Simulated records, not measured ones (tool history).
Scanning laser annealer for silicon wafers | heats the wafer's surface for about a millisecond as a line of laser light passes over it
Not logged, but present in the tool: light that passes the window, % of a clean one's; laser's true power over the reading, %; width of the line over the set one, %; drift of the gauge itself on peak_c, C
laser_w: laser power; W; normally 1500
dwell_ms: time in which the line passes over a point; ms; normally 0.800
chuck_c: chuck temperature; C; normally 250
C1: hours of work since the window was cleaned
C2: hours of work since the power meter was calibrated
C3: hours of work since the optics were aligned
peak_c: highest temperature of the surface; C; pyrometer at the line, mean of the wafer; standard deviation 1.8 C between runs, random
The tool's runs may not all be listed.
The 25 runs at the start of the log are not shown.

Run 26, hour 234.5: usual settings but laser_w 1481 W, dwell_ms 0.586 ms, chuck_c 242 C; C1 211; C2 176; C3 1023. Result: peak_c 873 C.
Run 27, hour 247.1: usual settings but laser_w 1460 W, dwell_ms 0.999 ms, chuck_c 226 C; C1 219; C2 184; C3 1031. Result: peak_c 1044 C.
Run 28, hour 259.7: usual settings but laser_w 1565 W, dwell_ms 0.853 ms; C1 227; C2 192; C3 1039. Result: peak_c 1072 C.
Run 29, hour 270.2: usual settings but laser_w 1565 W, dwell_ms 0.853 ms; C1 233; C2 199; C3 1046. Result: peak_c 1074 C.
Run 30, hour 277.4: usual settings but dwell_ms 0.936 ms, chuck_c 272 C; C1 238; C2 203; C3 1050. Result: peak_c 1090 C.
Run 31, hour 289.7: usual settings but dwell_ms 0.632 ms; C1 246; C2 211; C3 1058. Result: peak_c 916 C.
Run 32, hour 299.6: usual settings but laser_w 1391 W, dwell_ms 0.777 ms, chuck_c 256 C; C1 252; C2 217; C3 1064. Result: peak_c 933 C.
Run 33, hour 309.8: usual settings but laser_w 1391 W, dwell_ms 0.777 ms, chuck_c 256 C; C1 258; C2 224; C3 1071. Result: peak_c 932 C.
Run 34, hour 322.8: usual settings but laser_w 1391 W, dwell_ms 0.777 ms, chuck_c 256 C; C1 267; C2 232; C3 1079. Result: peak_c 930 C.
Run 35, hour 330.1: usual settings but laser_w 1594 W, dwell_ms 0.571 ms, chuck_c 211 C; C1 271; C2 237; C3 1084. Result: peak_c 897 C.
Run 36, hour 342.8: usual settings but laser_w 1594 W, dwell_ms 0.571 ms, chuck_c 211 C; C1 279; C2 245; C3 1092. Result: peak_c 896 C.
Run 37, hour 351.9: usual settings but laser_w 1580 W, dwell_ms 0.734 ms, chuck_c 274 C; C1 285; C2 250; C3 1098. Result: peak_c 1041 C.
Run 38, hour 359.4: usual settings but laser_w 1552 W, dwell_ms 0.618 ms, chuck_c 251 C; C1 290; C2 255; C3 1102. Result: peak_c 943 C.
Run 39, hour 371.2: usual settings but laser_w 1468 W, dwell_ms 0.650 ms, chuck_c 283 C; C1 297; C2 263; C3 1110. Result: peak_c 942 C.
Run 40, hour 383.8: usual settings but laser_w 1468 W, dwell_ms 0.650 ms, chuck_c 283 C; C1 305; C2 271; C3 1118. Result: peak_c 940 C.
Run 41, hour 392.4: usual settings but laser_w 1424 W, dwell_ms 0.650 ms, chuck_c 277 C; C1 311; C2 276; C3 1123. Result: peak_c 913 C.

Forecast each of these 4 alternatives for the next run:
Run A, hour 399.7: usual settings but laser_w 1290 W, dwell_ms 0.912 ms, chuck_c 277 C; C1 315; C2 281; C3 1128. Result: peak_c ?.
Run B, hour 399.7: usual settings but dwell_ms 0.692 ms, chuck_c 277 C; C1 315; C2 281; C3 1128. Result: peak_c ?.
Run C, hour 399.7: usual settings but laser_w 1617 W, dwell_ms 0.670 ms, chuck_c 216 C; C1 315; C2 281; C3 1128. Result: peak_c ?.
Run D, hour 399.7: usual settings but laser_w 1536 W, dwell_ms 0.640 ms, chuck_c 254 C; C1 315; C2 281; C3 1128. Result: peak_c ?.

run  peak_c
  A     944
  B     978
  C     975
  D     948
Stripped of hidden state, with their random variation kept, the same runs would have yielded:
run  peak_c
  A     944
  B     978
  C     975
  D     948
